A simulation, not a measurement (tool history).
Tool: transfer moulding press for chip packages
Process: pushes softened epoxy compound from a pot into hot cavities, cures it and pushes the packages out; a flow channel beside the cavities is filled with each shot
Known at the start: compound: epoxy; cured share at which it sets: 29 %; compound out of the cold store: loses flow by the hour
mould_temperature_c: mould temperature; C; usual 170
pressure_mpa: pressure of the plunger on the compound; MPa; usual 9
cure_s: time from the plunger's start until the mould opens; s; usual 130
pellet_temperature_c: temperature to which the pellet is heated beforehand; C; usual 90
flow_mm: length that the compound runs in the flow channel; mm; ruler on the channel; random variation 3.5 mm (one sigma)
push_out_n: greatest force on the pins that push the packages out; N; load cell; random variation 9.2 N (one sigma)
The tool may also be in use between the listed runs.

run	hour	mould_temperature_c	pressure_mpa	cure_s	pellet_temperature_c	incoming compound's hours out of the cold store	flow_mm	push_out_n
1	0	170	9	130	90	11	540	416
2	8.1	170	9	130	90	15.2	531	417
3	22.9	170	9	130	90	25.3	513	417
4	33.6	170	9	130	90	39.5	492	393
# hour 38: cavities cleaned with cleaning compound and waxed
5	50.3	170	9	130	85	40.1	495	409
6	62.4	170	9	130	85	22.9	521	416
7	74.2	171	9	130	90	26.7	506	375
8	90.6	171	9	130	90	26.9	505	377
9	104	170	9	130	90	10.5	534	426
10	118.6	170	9	130	90	41	492	404
11	134	170	9	130	90	26.5	512	406
12	149.7	170	9	130	90	43	491	384
13	164.9	170	7.8	130	90	10.4	496	405
# hour 177.9: cavities cleaned with cleaning compound and waxed
14	177.9	170	9	130	90	30.7	505	399
15	186.8	170	9	130	93	34.9	495	408
16	194.4	168	7.77	115	97	35.3	467	570
17	208.9	172	8.68	146	92	47.5	468	311
18	215.8	172	9.18	127	92	41.3	488	368
19	224.5	172	9.64	132	92	26.3	525	369
20	240.2	171	9.64	123	92	10	552	412
21	251.3	171	7.55	123	94	45.6	438	395
22	263.4	171	7.55	123	94	26.9	460	429
23	275.4	173	10.91	111	85	12.7	575	448
24	290.3	170	10.58	140	85	32.7	548	366
25	306.7	175	9	124	88	24.2	495	341
26	315.8	170	10.69	130	88	32	555	406
# hour 318.4: cavities cleaned with cleaning compound and waxed
27	324.9	170	10.69	130	88	30.4	553	417
28	335	170	10.69	130	88	14.2	579	427
29	348.3	170	7.44	117	85	10.5	493	514

Forecast each of these 3 alternatives for the next run:
A	360.5	178	7.89	137	85	28.8	?	?
B	360.5	172	9	130	85	21.6	?	?
C	360.5	162	9.06	135	90	41.2	?	?

run	flow_mm	push_out_n
A	456	303
B	521	352
C	521	691
Without the tool's hidden state the same runs would have given:
run	flow_mm	push_out_n
A	456	301
B	521	349
C	521	686
